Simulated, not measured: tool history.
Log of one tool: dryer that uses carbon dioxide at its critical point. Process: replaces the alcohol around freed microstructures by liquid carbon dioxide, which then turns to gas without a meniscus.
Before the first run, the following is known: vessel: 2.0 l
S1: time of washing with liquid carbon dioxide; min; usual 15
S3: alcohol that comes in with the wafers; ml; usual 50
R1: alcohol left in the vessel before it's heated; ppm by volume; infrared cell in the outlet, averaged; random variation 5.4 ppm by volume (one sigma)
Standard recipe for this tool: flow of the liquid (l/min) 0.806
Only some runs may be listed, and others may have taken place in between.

run 1 hour=0.0 | S1=15 flow_of_the_liquid_(l/min)=0.806 S3=50 | R1=282
run 2 hour=9.6 | S1=10 flow_of_the_liquid_(l/min)=0.806 S3=50 | R1=1109
run 3 hour=17.0 | S1=15 flow_of_the_liquid_(l/min)=0.806 S3=109 | R1=550
run 4 hour=25.4 | S1=15 flow_of_the_liquid_(l/min)=0.806 S3=26 | R1=197
run 5 hour=30.6 | S1=15 flow_of_the_liquid_(l/min)=0.806 S3=77 | R1=414
run 6 hour=38.7 | S1=15 flow_of_the_liquid_(l/min)=0.736 S3=50 | R1=405
run 7 hour=48.2 | S1=15 flow_of_the_liquid_(l/min)=0.806 S3=33 | R1=232
run 8 hour=52.9 | S1=15 flow_of_the_liquid_(l/min)=0.806 S3=33 | R1=230
run 9 hour=58.4 | S1=15 flow_of_the_liquid_(l/min)=0.806 S3=50 | R1=310
run 10 hour=67.9 | S1=15 flow_of_the_liquid_(l/min)=0.806 S3=50 | R1=306
run 11 hour=76.5 | S1=15 flow_of_the_liquid_(l/min)=0.806 S3=50 | R1=309
run 12 hour=82.7 | S1=15 flow_of_the_liquid_(l/min)=0.806 S3=27 | R1=211
run 13 hour=89.6 | S1=16 flow_of_the_liquid_(l/min)=0.806 S3=67 | R1=309
run 14 hour=95.7 | S1=16 flow_of_the_liquid_(l/min)=0.806 S3=67 | R1=318
-- hour=106.0 inlet filter changed
run 15 hour=106.4 | S1=16 flow_of_the_liquid_(l/min)=0.806 S3=67 | R1=238
run 16 hour=111.9 | S1=10 flow_of_the_liquid_(l/min)=1.226 S3=79 | R1=281
run 17 hour=117.2 | S1=22 flow_of_the_liquid_(l/min)=1.226 S3=60 | R1=98
run 18 hour=126.3 | S1=22 flow_of_the_liquid_(l/min)=1.226 S3=60 | R1=96
run 19 hour=134.2 | S1=22 flow_of_the_liquid_(l/min)=1.226 S3=60 | R1=97
run 20 hour=144.8 | S1=12 flow_of_the_liquid_(l/min)=1.226 S3=51 | R1=153
run 21 hour=151.9 | S1=12 flow_of_the_liquid_(l/min)=1.226 S3=51 | R1=145
run 22 hour=161.9 | S1=15 flow_of_the_liquid_(l/min)=0.948 S3=63 | R1=172
run 23 hour=169.5 | S1=15 flow_of_the_liquid_(l/min)=0.948 S3=63 | R1=174
run 24 hour=179.9 | S1=21 flow_of_the_liquid_(l/min)=0.806 S3=23 | R1=125

Alternative continuations, all from the tool just after run 24; predict every row:
run A hour=190.4 | S1=15 flow_of_the_liquid_(l/min)=0.522 S3=50 | R1=?
run B hour=190.4 | S1=15 flow_of_the_liquid_(l/min)=0.806 S3=111 | R1=?
run C hour=190.4 | S1=11 flow_of_the_liquid_(l/min)=0.689 S3=23 | R1=?
run D hour=190.4 | S1=21 flow_of_the_liquid_(l/min)=0.806 S3=116 | R1=?

run=A R1=1070
run=B R1=455
run=C R1=566
run=D R1=157
Stripped of hidden state, with their random variation kept, the same runs would have yielded:
run=A R1=913
run=B R1=315
run=C R1=435
run=D R1=42

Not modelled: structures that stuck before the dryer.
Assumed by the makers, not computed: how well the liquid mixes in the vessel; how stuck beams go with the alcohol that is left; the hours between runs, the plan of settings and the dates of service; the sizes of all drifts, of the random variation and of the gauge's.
